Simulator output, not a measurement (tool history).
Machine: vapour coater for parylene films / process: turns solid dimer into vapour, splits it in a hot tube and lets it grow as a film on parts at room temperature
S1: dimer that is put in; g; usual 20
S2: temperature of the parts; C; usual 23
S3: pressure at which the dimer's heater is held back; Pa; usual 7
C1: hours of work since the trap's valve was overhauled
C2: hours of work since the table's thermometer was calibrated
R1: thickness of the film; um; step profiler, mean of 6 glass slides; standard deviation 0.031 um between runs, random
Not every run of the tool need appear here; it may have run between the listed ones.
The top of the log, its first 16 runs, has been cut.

run	hour	S1	S2	S3	C1	C2	R1
17	183.6	9	18	4.95	276	131	3.95
18	194.3	23	35	8.99	283	138	5.6
19	209.4	15	32	4.97	293	148	4.3
20	221.9	12	32	9.83	301	156	3.17
21	233.5	10	32	9.83	308	164	2.64
# hour 235.3: table's thermometer calibrated
22	249.6	11	21	11.42	318	9	3.99
23	257.8	19	17	9.67	323	15	7.96
24	266	20	26	7.31	328	20	6.58
# hour 274.8: table's thermometer calibrated, once more
25	277.1	15	23	11.29	335	1	5.11
26	287.8	15	16	3.96	342	8	7.11
27	298.1	15	16	6.04	349	15	6.78
28	309.7	13	16	5.66	356	23	5.91
29	318.8	36	21	5.73	362	28	14.02
30	332.9	28	23	7	371	38	9.96
31	341.7	28	25	7	377	43	9.46
32	348.4	22	20	3.8	381	47	9.27

Consider 5 possible next runs. They are alternatives, not a sequence: every one starts from the tool as it was left by run 32. What does each give?
A	359.9	9	23	7	388	55	?
B	359.9	22	23	4.89	388	55	?
C	359.9	11	20	3.8	388	55	?
D	359.9	13	32	2.57	388	55	?
E	359.9	22	20	3.33	388	55	?

run	R1
A	3.2
B	8.24
C	4.61
D	3.9
E	9.34
Without the tool's hidden state the same runs would have given:
run	R1
A	3.36
B	8.66
C	4.85
D	4.1
E	9.81
